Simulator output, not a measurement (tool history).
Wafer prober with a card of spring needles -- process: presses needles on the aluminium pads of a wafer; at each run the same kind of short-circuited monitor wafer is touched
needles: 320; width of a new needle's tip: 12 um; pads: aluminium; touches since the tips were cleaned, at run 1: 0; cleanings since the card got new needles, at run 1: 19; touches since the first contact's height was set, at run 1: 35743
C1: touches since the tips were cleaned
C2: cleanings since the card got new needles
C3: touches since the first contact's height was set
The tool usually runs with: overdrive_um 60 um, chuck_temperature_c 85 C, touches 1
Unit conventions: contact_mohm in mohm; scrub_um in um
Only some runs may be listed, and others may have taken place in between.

Run 1, hour 0: usual settings; C1 0; C2 19; C3 35743. Result: contact_mohm 210 mohm, scrub_um 14.73 um.
Run 2, hour 21: usual settings; C1 5537; C2 19; C3 41280. Result: contact_mohm 475 mohm, scrub_um 14.78 um.
At hour 24.3: tips cleaned on abrasive film.
At hour 49.5: tips cleaned on abrasive film.
Run 3, hour 54.2: usual settings but touches 2; C1 1240; C2 21; C3 49960. Result: contact_mohm 253 mohm, scrub_um 14.72 um.
At hour 73.4: tips cleaned on abrasive film.
Run 4, hour 73.6: usual settings but touches 2; C1 40; C2 22; C3 55030. Result: contact_mohm 198 mohm, scrub_um 14.71 um.
At hour 97.6: tips cleaned on abrasive film.
Run 5, hour 98.1: usual settings but chuck_temperature_c 36 C; C1 134; C2 23; C3 61453. Result: contact_mohm 214 mohm, scrub_um 14.71 um.
Run 6, hour 113.5: usual settings but chuck_temperature_c 36 C; C1 4206; C2 23; C3 65525. Result: contact_mohm 449 mohm, scrub_um 14.71 um.
At hour 120.9: tips cleaned on abrasive film.
Run 7, hour 135.2: usual settings but overdrive_um 61 um; C1 3750; C2 24; C3 71186. Result: contact_mohm 415 mohm, scrub_um 14.94 um.
At hour 144.9: tips cleaned on abrasive film.
Run 8, hour 167.2: usual settings but chuck_temperature_c 72 C; C1 5883; C2 25; C3 79596. Result: contact_mohm 490 mohm, scrub_um 14.69 um.
At hour 169.3: tips cleaned on abrasive film.
At hour 192.5: tips cleaned on abrasive film.
Run 9, hour 201: usual settings but chuck_temperature_c 72 C, touches 2; C1 2257; C2 27; C3 88451. Result: contact_mohm 299 mohm, scrub_um 14.64 um.
At hour 215.4: tips cleaned on abrasive film.
At hour 233: height of the first contact set anew.
Run 10, hour 235: usual settings but chuck_temperature_c 72 C, touches 2; C1 5070; C2 28; C3 507. Result: contact_mohm 351 mohm, scrub_um 14.88 um.
At hour 240.5: tips cleaned on abrasive film.
Run 11, hour 254.4: usual settings but overdrive_um 59 um, chuck_temperature_c 72 C; C1 3642; C2 29; C3 5591. Result: contact_mohm 446 mohm, scrub_um 14.62 um.
At hour 265.3: tips cleaned on abrasive film.
Run 12, hour 287: usual settings but overdrive_um 56 um, touches 2; C1 5721; C2 30; C3 14154. Result: contact_mohm 397 mohm, scrub_um 13.82 um.
At hour 290: tips cleaned on abrasive film.
At hour 313.3: tips cleaned on abrasive film.
Run 13, hour 320.4: usual settings but chuck_temperature_c 28 C; C1 1849; C2 32; C3 22880. Result: contact_mohm 353 mohm, scrub_um 14.79 um.
At hour 338.5: tips cleaned on abrasive film.
Run 14, hour 343.5: usual settings but overdrive_um 77 um, chuck_temperature_c 120 C, touches 2; C1 1300; C2 33; C3 28932. Result: contact_mohm 234 mohm, scrub_um 18.98 um.
At hour 362.7: tips cleaned on abrasive film.
Run 15, hour 367.7: usual settings but overdrive_um 80 um, chuck_temperature_c 69 C, touches 2; C1 1328; C2 34; C3 35296. Result: contact_mohm 223 mohm, scrub_um 19.72 um.
At hour 386.5: tips cleaned on abrasive film.
Run 16, hour 395.6: usual settings but overdrive_um 78 um, chuck_temperature_c 53 C, touches 2; C1 2399; C2 35; C3 42604. Result: contact_mohm 254 mohm, scrub_um 19.19 um.
At hour 409.3: tips cleaned on abrasive film.
Run 17, hour 410.8: usual settings but overdrive_um 49 um, chuck_temperature_c 37 C; C1 394; C2 36; C3 46569. Result: contact_mohm 298 mohm, scrub_um 11.99 um.

Expected results for the next run?
At hour 432.6: tips cleaned on abrasive film.
Run 18, hour 438.1: usual settings but overdrive_um 49 um, chuck_temperature_c 37 C; C1 1447; C2 37; C3 53746. Result: contact_mohm ?, scrub_um ?.

Run 18 gave contact_mohm 390 mohm, scrub_um 11.99 um.
With no hidden state in the tool, this same run would have given contact_mohm 176 mohm, scrub_um 12.14 um.
